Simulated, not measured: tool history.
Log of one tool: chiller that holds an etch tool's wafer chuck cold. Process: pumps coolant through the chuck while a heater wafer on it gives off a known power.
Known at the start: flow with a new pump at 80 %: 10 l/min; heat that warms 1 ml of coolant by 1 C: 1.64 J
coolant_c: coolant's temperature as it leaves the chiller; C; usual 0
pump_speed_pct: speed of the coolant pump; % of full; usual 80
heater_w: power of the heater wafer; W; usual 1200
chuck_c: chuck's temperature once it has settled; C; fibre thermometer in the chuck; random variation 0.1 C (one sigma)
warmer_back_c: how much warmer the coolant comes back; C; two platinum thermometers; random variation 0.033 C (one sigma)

run	hour	coolant_c	pump_speed_pct	heater_w	chuck_c	warmer_back_c
1	0	0	80	1200	16.2	4.42
2	52.4	0	80	1200	15.9	4.46
3	131.6	0	80	1200	16.1	4.41
4	203.8	0	80	1200	15.9	4.43
5	247.3	0	80	1200	15.9	4.41
6	315.6	0	80	1200	16	4.45
7	398.2	0	80	600	8.4	2.24
8	463.6	0	80	1200	15.9	4.4
9	502.8	-7	80	1291	10.4	4.74
10	557.4	-7	89	1291	9.2	4.26
11	630.6	-7	89	1291	9.2	4.27
12	686.1	3	61	872	17.4	4.26
13	746.1	0	83	777	10.4	2.78
14	809.1	0	83	777	10.3	2.79

The next listed run, before its measurement:
15	866.8	0	72	1200	?	?

chuck_c: 17.5 C
warmer_back_c: 4.96 C
Without the tool's hidden state the same run would have given chuck_c 15.4 C, warmer_back_c 4.87 C.

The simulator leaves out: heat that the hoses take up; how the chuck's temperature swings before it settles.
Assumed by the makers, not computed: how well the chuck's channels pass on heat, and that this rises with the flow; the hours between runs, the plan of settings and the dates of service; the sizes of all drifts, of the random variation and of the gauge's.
